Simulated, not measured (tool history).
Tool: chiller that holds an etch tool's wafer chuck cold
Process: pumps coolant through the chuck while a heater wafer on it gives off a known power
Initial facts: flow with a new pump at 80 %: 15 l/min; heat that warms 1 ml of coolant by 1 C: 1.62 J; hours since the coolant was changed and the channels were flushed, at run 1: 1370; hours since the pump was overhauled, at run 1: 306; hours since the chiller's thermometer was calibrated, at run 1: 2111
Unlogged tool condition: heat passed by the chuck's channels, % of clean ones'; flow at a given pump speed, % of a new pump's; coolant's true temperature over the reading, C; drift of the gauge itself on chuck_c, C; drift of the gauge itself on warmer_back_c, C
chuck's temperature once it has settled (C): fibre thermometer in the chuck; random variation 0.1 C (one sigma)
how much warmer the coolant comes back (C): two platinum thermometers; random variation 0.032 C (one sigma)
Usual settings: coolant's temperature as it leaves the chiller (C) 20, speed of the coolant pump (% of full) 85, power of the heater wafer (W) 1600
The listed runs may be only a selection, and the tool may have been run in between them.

| run | hour | coolant's temperature as it leaves the chiller (C) | speed of the coolant pump (% of full) | power of the heater wafer (W) | hours since the coolant was changed and the channels were flushed | hours since the pump was overhauled | hours since the chiller's thermometer was calibrated | chuck's temperature once it has settled (C) | how much warmer the coolant comes back (C) |
|---|---|---|---|---|---|---|---|---|---|
| 1 | 0 | 20 | 85 | 1600 | 1370 | 306 | 2111 | 34.1 | 3.74 |
| 2 | 24.3 | 20 | 85 | 1600 | 1394 | 330 | 2136 | 34.2 | 3.68 |
| 3 | 41.9 | 20 | 85 | 1600 | 1412 | 348 | 2153 | 34.3 | 3.7 |
| 4 | 71.5 | 20 | 85 | 1600 | 1441 | 377 | 2183 | 34.2 | 3.72 |
| 5 | 95.8 | 20 | 85 | 1600 | 1466 | 401 | 2207 | 34 | 3.75 |
| 6 | 126.2 | 20 | 85 | 957 | 1496 | 432 | 2238 | 28.5 | 2.25 |
| 7 | 156.5 | 20 | 97 | 957 | 1526 | 462 | 2268 | 27.6 | 1.97 |
| 8 | 174.9 | 20 | 97 | 957 | 1545 | 481 | 2286 | 27.7 | 1.94 |
| 9 | 205.7 | 21 | 85 | 1600 | 1575 | 511 | 2317 | 35.2 | 3.75 |
| 10 | 220.8 | 15 | 85 | 1600 | 1591 | 526 | 2332 | 29.4 | 3.69 |
| 11 | 234.4 | 15 | 85 | 1600 | 1604 | 540 | 2346 | 29.3 | 3.75 |
| 12 | 259.3 | 15 | 85 | 1600 | 1629 | 565 | 2371 | 29.1 | 3.79 |
| 13 | 290.7 | 15 | 85 | 1600 | 1661 | 596 | 2402 | 29.3 | 3.69 |
| 14 | 308.6 | 18 | 85 | 1600 | 1678 | 614 | 2420 | 32.3 | 3.71 |
| 15 | 327.2 | 25 | 73 | 1591 | 1697 | 633 | 2439 | 41 | 4.33 |
| 16 | 339.8 | 25 | 73 | 1591 | 1710 | 645 | 2451 | 40.9 | 4.32 |
| 17 | 357.7 | 20 | 92 | 1534 | 1727 | 663 | 2469 | 32.8 | 3.31 |
| 18 | 374.9 | 24 | 85 | 850 | 1745 | 681 | 2486 | 31.4 | 1.97 |
| 19 | 390 | 10 | 61 | 1195 | 1760 | 696 | 2501 | 24.2 | 3.91 |
| 20 | 409.2 | 25 | 85 | 894 | 1779 | 715 | 2521 | 32.9 | 2.09 |
| 21 | 425.6 | 25 | 85 | 1737 | 1795 | 731 | 2537 | 40.4 | 4.02 |
| 22 | 444.4 | 29 | 98 | 1039 | 1814 | 750 | 2556 | 37.3 | 2.12 |
| 23 | 466.2 | 28 | 85 | 1659 | 1836 | 772 | 2578 | 42.5 | 3.9 |
| 24 | 492.7 | 11 | 78 | 1792 | 1863 | 798 | 2604 | 28.2 | 4.54 |
| 25 | 519.4 | 17 | 90 | 1239 | 1889 | 825 | 2631 | 27.5 | 2.73 |
| 26 | 543.5 | 20 | 69 | 1800 | 1913 | 849 | 2655 | 39.1 | 5.16 |

5 options for the next run, each taken on its own from the tool as it stands now. Forecast them:
| A | 556.7 | 23 | 76 | 1570 | 1927 | 862 | 2668 | ? | ? |
| B | 556.7 | 20 | 69 | 1985 | 1927 | 862 | 2668 | ? | ? |
| C | 556.7 | 20 | 85 | 998 | 1927 | 862 | 2668 | ? | ? |
| D | 556.7 | 18 | 85 | 1600 | 1927 | 862 | 2668 | ? | ? |
| E | 556.7 | 20 | 85 | 1158 | 1927 | 862 | 2668 | ? | ? |

| run | chuck's temperature once it has settled (C) | how much warmer the coolant comes back (C) |
|---|---|---|
| A | 38.3 | 4.06 |
| B | 41.1 | 5.67 |
| C | 28.7 | 2.32 |
| D | 32.2 | 3.72 |
| E | 30.3 | 2.68 |
What these runs would have given with no unlogged condition in the tool:
| run | chuck's temperature once it has settled (C) | how much warmer the coolant comes back (C) |
|---|---|---|
| A | 38.3 | 4.06 |
| B | 41.1 | 5.66 |
| C | 28.6 | 2.32 |
| D | 32.2 | 3.72 |
| E | 30.3 | 2.68 |
